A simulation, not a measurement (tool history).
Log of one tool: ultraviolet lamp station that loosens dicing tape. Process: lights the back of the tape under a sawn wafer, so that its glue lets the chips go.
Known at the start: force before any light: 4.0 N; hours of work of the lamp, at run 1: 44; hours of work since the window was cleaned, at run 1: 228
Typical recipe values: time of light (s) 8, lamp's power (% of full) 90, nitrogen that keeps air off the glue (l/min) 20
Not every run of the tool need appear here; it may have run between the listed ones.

run    day  time of light (s)  lamp's power (% of full)  nitrogen that keeps air off the glue (l/min)  hours of work of the lamp  hours of work since the window was cleaned  force that peels the tape off (N)  light that reached the tape (mJ/cm²)
  1      0                  8                        90                                            20                         44                                         228                              0.343                                   192
  2  0.383                  8                        90                                            20                         50                                         234                              0.359                                   192
  3  0.729                 12                        90                                            20                         56                                         240                              0.249                                   282
  4  1.175                 12                        90                                            20                         64                                         248                              0.247                                   280
  5  1.417                  8                        90                                            15                         68                                         252                              0.408                                   186
  6  1.838                  8                        90                                            20                         75                                         259                              0.355                                   186
     1.892  -- window cleaned of glue's vapour
  7  2.262                 12                        78                                            17                         82                                           6                              0.311                                   228
  8  2.646                 12                        78                                            17                         89                                          13                              0.297                                   223
  9  3.121                  8                        64                                             7                         97                                          21                              1.106                                   123
 10  3.462                 10                        70                                            23                        103                                          27                              0.396                                   160
 11  3.875                  8                        63                                            20                        110                                          34                              0.691                                   118

Predict each of these 4 candidate next runs independently; none follows another, all start after run 11:
  A  4.242                  8                        63                                            20                        116                                          40                                  ?                                     ?
  B  4.242                  8                        90                                            36                        116                                          40                                  ?                                     ?
  C  4.242                  4                        67                                            20                        116                                          40                                  ?                                     ?
  D  4.242                  5                        63                                            20                        116                                          40                                  ?                                     ?

run  force that peels the tape off (N)  light that reached the tape (mJ/cm²)
  A                              0.697                                   115
  B                              0.333                                   166
  C                              1.467                                    60
  D                              1.215                                    71
Take away the tool's hidden state, keep each run's random variation, and the runs would have read:
run  force that peels the tape off (N)  light that reached the tape (mJ/cm²)
  A                              0.452                                   157
  B                              0.253                                   225
  C                              1.057                                    83
  D                              0.842                                    97
